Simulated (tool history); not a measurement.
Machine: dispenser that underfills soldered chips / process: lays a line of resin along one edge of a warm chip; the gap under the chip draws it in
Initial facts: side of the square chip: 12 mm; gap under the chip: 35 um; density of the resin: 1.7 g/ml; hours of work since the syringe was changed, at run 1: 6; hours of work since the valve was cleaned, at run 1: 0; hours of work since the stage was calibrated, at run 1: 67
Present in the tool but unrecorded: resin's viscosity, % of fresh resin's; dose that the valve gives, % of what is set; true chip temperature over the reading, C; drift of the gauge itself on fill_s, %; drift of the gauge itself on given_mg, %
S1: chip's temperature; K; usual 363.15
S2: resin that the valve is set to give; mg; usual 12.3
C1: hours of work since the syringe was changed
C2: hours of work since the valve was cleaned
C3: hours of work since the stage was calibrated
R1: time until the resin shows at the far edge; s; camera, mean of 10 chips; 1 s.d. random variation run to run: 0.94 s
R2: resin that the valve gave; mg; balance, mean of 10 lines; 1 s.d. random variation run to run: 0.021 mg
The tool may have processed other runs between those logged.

Run 1, day 0: usual settings; C1 6; C2 0; C3 67. Result: R1 112.3 s, R2 12.28 mg.
At day 0.196: new syringe of resin.
Run 2, day 0.217: usual settings; C1 0; C2 3; C3 70. Result: R1 91.4 s, R2 12.26 mg.
Run 3, day 0.488: usual settings; C1 4; C2 7; C3 74. Result: R1 108.2 s, R2 12.22 mg.
At day 0.771: new syringe of resin.
Run 4, day 0.788: usual settings; C1 0; C2 11; C3 78. Result: R1 93.9 s, R2 12.19 mg.
Run 5, day 1.058: usual settings; C1 4; C2 15; C3 82. Result: R1 106.2 s, R2 12.16 mg.
Run 6, day 1.2: usual settings; C1 6; C2 17; C3 84. Result: R1 115.9 s, R2 12.17 mg.
At day 1.35: new syringe of resin.
Run 7, day 1.404: usual settings; C1 1; C2 20; C3 87. Result: R1 93.4 s, R2 12.15 mg.
Run 8, day 1.675: usual settings; C1 5; C2 24; C3 91. Result: R1 109.8 s, R2 12.12 mg.
Run 9, day 1.896: usual settings; C1 8; C2 27; C3 94. Result: R1 120.7 s, R2 12.1 mg.
At day 1.929: new syringe of resin.
Run 10, day 2.196: usual settings; C1 4; C2 32; C3 99. Result: R1 108.1 s, R2 12.1 mg.
Run 11, day 2.4: usual settings; C1 7; C2 35; C3 102. Result: R1 120.7 s, R2 12.09 mg.
At day 2.521: new syringe of resin.
Run 12, day 2.617: usual settings but S2 15.6 mg; C1 1; C2 38; C3 105. Result: R1 94.5 s, R2 15.31 mg.
Run 13, day 2.85: usual settings but S1 359.15 K; C1 5; C2 41; C3 108. Result: R1 133.9 s, R2 12.03 mg.
At day 3.092: new syringe of resin.
Run 14, day 3.15: usual settings but S1 359.15 K; C1 1; C2 45; C3 112. Result: R1 114 s, R2 11.99 mg.
Run 15, day 3.442: usual settings but S1 359.15 K; C1 5; C2 50; C3 117. Result: R1 135.4 s, R2 11.96 mg.
At day 3.662: new syringe of resin.
Run 16, day 3.758: usual settings but S1 351.15 K; C1 1; C2 54; C3 121. Result: R1 179.5 s, R2 11.95 mg.
Run 17, day 4.029: usual settings but S1 349.15 K; C1 5; C2 58; C3 125. Result: R1 230.1 s, R2 11.92 mg.
At day 4.25: new syringe of resin.
Run 18, day 4.317: usual settings but S1 349.15 K; C1 1; C2 62; C3 129. Result: R1 196.5 s, R2 11.89 mg.
At day 4.488: dispensing valve cleaned and set on the balance.
Run 19, day 4.558: usual settings but S1 349.15 K; C1 4; C2 1; C3 132. Result: R1 220.5 s, R2 12.22 mg.
Run 20, day 4.696: usual settings but S1 349.15 K; C1 6; C2 3; C3 134. Result: R1 233.9 s, R2 12.29 mg.
At day 4.867: new syringe of resin.
Run 21, day 4.992: usual settings but S1 368.15 K, S2 13.3 mg; C1 2; C2 7; C3 138. Result: R1 76.7 s, R2 13.18 mg.
Run 22, day 5.217: usual settings but S1 368.15 K, S2 13.3 mg; C1 5; C2 11; C3 142. Result: R1 88.2 s, R2 13.2 mg.
Run 23, day 5.371: usual settings but S1 368.15 K, S2 14.5 mg; C1 7; C2 13; C3 144. Result: R1 94.4 s, R2 14.34 mg.
At day 5.433: new syringe of resin.
Run 24, day 5.571: usual settings but S1 368.15 K, S2 14.5 mg; C1 2; C2 16; C3 147. Result: R1 76.3 s, R2 14.35 mg.
Run 25, day 5.792: usual settings but S1 368.15 K, S2 14.5 mg; C1 5; C2 19; C3 150. Result: R1 85.2 s, R2 14.33 mg.
At day 6.004: new syringe of resin.
Run 26, day 6.067: usual settings but S1 368.15 K, S2 14.5 mg; C1 1; C2 23; C3 154. Result: R1 74 s, R2 14.26 mg.
Run 27, day 6.321: usual settings but S1 368.15 K, S2 10.7 mg; C1 5; C2 27; C3 158. Result: R1 91.8 s, R2 10.56 mg.
Run 28, day 6.488: usual settings but S1 358.15 K, S2 11.3 mg; C1 7; C2 29; C3 160. Result: R1 158.3 s, R2 11.14 mg.
At day 6.588: new syringe of resin.
Run 29, day 6.817: usual settings but S1 356.15 K, S2 11.3 mg; C1 3; C2 34; C3 165. Result: R1 155 s, R2 11.06 mg.
Run 30, day 7.05: usual settings but S1 356.15 K, S2 11.3 mg; C1 7; C2 37; C3 168. Result: R1 175.2 s, R2 11.05 mg.
At day 7.154: new syringe of resin.
Run 31, day 7.325: usual settings but S1 376.15 K, S2 12 mg; C1 3; C2 41; C3 172. Result: R1 56.8 s, R2 11.69 mg.
Run 32, day 7.55: usual settings but S1 359.15 K, S2 12 mg; C1 6; C2 44; C3 175. Result: R1 145.9 s, R2 11.65 mg.
At day 7.729: new syringe of resin.
Run 33, day 7.804: usual settings but S2 13.6 mg; C1 1; C2 48; C3 179. Result: R1 97.7 s, R2 13.2 mg.
Run 34, day 8.058: usual settings but S2 11 mg; C1 5; C2 52; C3 183. Result: R1 118.4 s, R2 10.67 mg.
At day 8.304: new syringe of resin.
Run 35, day 8.375: usual settings but S1 354.15 K, S2 15.2 mg; C1 1; C2 56; C3 187. Result: R1 150.4 s, R2 14.72 mg.

For some of the steps in R1 from one run to the next: how much would appear even if the tool had no hidden state, given the settings, what came in and random variation, and how much remains for the hidden state plus any gauge scatter that the measured result and the result without hidden state don't share?
Run 17 -> 18: new syringe of resin. R1 -33.6 s: hidden state -35.2, all else +1.6.
Run 20 -> 21: S1 349.15 -> 368.15, S2 12.3 -> 13.3, new syringe of resin. R1 -157.2 s: hidden state -46.3, all else -110.9.
Run 30 -> 31: S1 356.15 -> 376.15, S2 11.3 -> 12, new syringe of resin. R1 -118.4 s: hidden state -37.3, all else -81.1.
Run 31 -> 32: S1 376.15 -> 359.15. R1 +89.1 s: hidden state +27.6, all else +61.5.
